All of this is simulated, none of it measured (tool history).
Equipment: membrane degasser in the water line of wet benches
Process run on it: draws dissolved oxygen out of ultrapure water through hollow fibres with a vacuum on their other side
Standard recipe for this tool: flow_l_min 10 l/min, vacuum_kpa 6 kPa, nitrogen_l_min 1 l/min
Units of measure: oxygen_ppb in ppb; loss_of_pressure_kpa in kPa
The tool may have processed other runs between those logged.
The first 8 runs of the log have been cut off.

| run | hour | flow_l_min | vacuum_kpa | nitrogen_l_min | hours since the membrane was changed | hours since the vacuum gauge was calibrated | hours since the vacuum lines were made tight | oxygen_ppb | loss_of_pressure_kpa |
|---|---|---|---|---|---|---|---|---|---|
| 9 | 402.5 | 10 | 6 | 1 | 1951 | 3105 | 9398 | 76.1 | 37.98 |
| 10 | 437.9 | 10 | 6 | 1 | 1986 | 3141 | 9433 | 75.4 | 37.86 |
| 11 | 494.7 | 10 | 6 | 0.4 | 2043 | 3197 | 9490 | 164.2 | 37.88 |
| 12 | 529.5 | 10 | 6 | 0.4 | 2078 | 3232 | 9525 | 162.9 | 37.58 |
| 13 | 574.9 | 7 | 6 | 1 | 2123 | 3278 | 9570 | 53 | 26.55 |
| 14 | 628.3 | 7 | 6 | 1 | 2177 | 3331 | 9623 | 53.1 | 26.56 |
| 15 | 691.8 | 7 | 6 | 1 | 2240 | 3394 | 9687 | 52.5 | 26.59 |
| 16 | 731.5 | 7 | 6 | 1 | 2280 | 3434 | 9727 | 53.3 | 26.63 |
| 17 | 794.7 | 12 | 4.13 | 1.73 | 2343 | 3497 | 9790 | 30.7 | 45.72 |
|  | 833.4 | seals of the vacuum lines changed |
| 18 | 867.9 | 10 | 4.5 | 1 | 2414 | 3569 | 34 | 39.5 | 38.15 |
| 19 | 918.4 | 8 | 12.78 | 0.97 | 2465 | 3619 | 85 | 189.4 | 30.63 |
| 20 | 979.8 | 8 | 12.78 | 0.97 | 2526 | 3681 | 146 | 189.7 | 30.36 |
| 21 | 1031.7 | 8 | 12.78 | 0.97 | 2578 | 3732 | 198 | 189.1 | 29.74 |
| 22 | 1094.9 | 15 | 8.53 | 1.02 | 2641 | 3796 | 261 | 212.9 | 56.88 |
| 23 | 1149.6 | 15 | 8.53 | 1.02 | 2696 | 3850 | 316 | 215 | 57.18 |
| 24 | 1206.2 | 15 | 8.53 | 1.02 | 2753 | 3907 | 373 | 215.4 | 56.99 |
| 25 | 1274.2 | 15 | 8.53 | 1.02 | 2821 | 3975 | 441 | 215.8 | 57.18 |
| 26 | 1346 | 8 | 6.2 | 0.42 | 2892 | 4047 | 513 | 135 | 30.45 |
| 27 | 1376.5 | 8 | 6.2 | 0.42 | 2923 | 4077 | 543 | 135.4 | 30.58 |
| 28 | 1429.2 | 8 | 6.2 | 0.42 | 2976 | 4130 | 596 | 135.6 | 30.69 |
| 29 | 1465.3 | 9 | 6 | 1.81 | 3012 | 4166 | 632 | 39 | 34.31 |
| 30 | 1529.4 | 12 | 14.6 | 0.49 | 3076 | 4230 | 696 | 596.1 | 45.91 |
| 31 | 1562.8 | 7 | 7.11 | 1 | 3109 | 4264 | 729 | 69.6 | 26.81 |
| 32 | 1609.2 | 8 | 7.11 | 1 | 3156 | 4310 | 776 | 78.7 | 30.67 |

Forecast each of these 4 alternatives for the next run:
| A | 1645.7 | 14 | 9.94 | 1 | 3192 | 4346 | 812 | ? | ? |
| B | 1645.7 | 8 | 6.29 | 1 | 3192 | 4346 | 812 | ? | ? |
| C | 1645.7 | 15 | 6 | 2.55 | 3192 | 4346 | 812 | ? | ? |
| D | 1645.7 | 8 | 9.57 | 1 | 3192 | 4346 | 812 | ? | ? |

| run | oxygen_ppb | loss_of_pressure_kpa |
|---|---|---|
| A | 246.7 | 53.45 |
| B | 64.7 | 30.43 |
| C | 77.1 | 57.53 |
| D | 126.7 | 30.85 |
Take away the tool's hidden state, keep each run's random variation, and the runs would have read:
| run | oxygen_ppb | loss_of_pressure_kpa |
|---|---|---|
| A | 237.6 | 52.38 |
| B | 60.6 | 29.82 |
| C | 70.7 | 56.39 |
| D | 122.4 | 30.24 |

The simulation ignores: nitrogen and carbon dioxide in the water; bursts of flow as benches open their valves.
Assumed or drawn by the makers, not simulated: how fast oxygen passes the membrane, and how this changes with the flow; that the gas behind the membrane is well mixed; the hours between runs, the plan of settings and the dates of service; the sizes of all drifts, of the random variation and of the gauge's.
